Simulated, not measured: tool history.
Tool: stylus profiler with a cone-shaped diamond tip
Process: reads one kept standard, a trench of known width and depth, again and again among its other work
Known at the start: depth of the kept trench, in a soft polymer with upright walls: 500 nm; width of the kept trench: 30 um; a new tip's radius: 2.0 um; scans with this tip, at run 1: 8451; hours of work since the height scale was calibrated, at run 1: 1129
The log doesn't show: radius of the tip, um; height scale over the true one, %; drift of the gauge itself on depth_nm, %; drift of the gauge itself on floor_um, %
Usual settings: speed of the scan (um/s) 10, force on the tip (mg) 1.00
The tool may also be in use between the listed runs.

run,hour,speed of the scan (um/s),force on the tip (mg),scans with this tip,hours of work since the height scale was calibrated,depth of the trench (angstrom),width of the trench's floor (um)
1,0.0,10,1.00,8451,1129,5019.1,26.67
2,28.0,10,1.00,8569,1145,5017.7,26.67
3,75.9,10,1.00,8770,1172,5017.4,26.63
4,111.2,10,1.00,8919,1192,5018.3,26.63
5,140.5,10,0.50,9042,1208,5004.2,26.56
6,181.1,10,0.90,9213,1231,5013.0,26.60
7,218.8,10,1.00,9371,1252,5017.2,26.59
8,260.6,10,1.00,9547,1275,5019.5,26.60
9,284.5,10,1.00,9647,1289,5013.6,26.59
10,316.5,10,1.00,9782,1307,5018.5,26.61
11,349.5,10,1.05,9920,1325,5017.3,26.53
12,372.2,10,1.05,10016,1338,5015.7,26.63
13,394.9,3,0.79,10111,1351,5013.4,26.59
14,426.4,3,0.79,10244,1369,5009.8,26.61
15,453.8,32,0.80,10359,1384,5010.1,26.36
16,503.8,32,0.80,10569,1412,5010.5,26.35
17,528.0,10,1.76,10671,1426,5026.6,26.52
18,564.4,10,1.76,10824,1446,5026.5,26.52
19,599.9,3,0.56,10973,1466,5004.6,26.58
20,645.0,5,1.15,11163,1491,5017.4,26.55
21,668.0,17,2.58,11260,1504,5040.0,26.52
22,699.6,12,0.57,11393,1522,5004.7,26.40
23,738.5,4,1.83,11556,1544,5028.4,26.54

3 ways to go on from here, each from the tool as it stands after run 23. What would each give?
A,781.5,27,0.81,11737,1568,?,?
B,781.5,4,0.88,11737,1568,?,?
C,781.5,2,1.83,11737,1568,?,?

run,depth of the trench (angstrom),width of the trench's floor (um)
A,5009.0,26.30
B,5011.2,26.45
C,5029.3,26.48
Without the tool's hidden state the same runs would have given:
run,depth of the trench (angstrom),width of the trench's floor (um)
A,5025.2,27.13
B,5027.4,27.28
C,5045.5,27.30
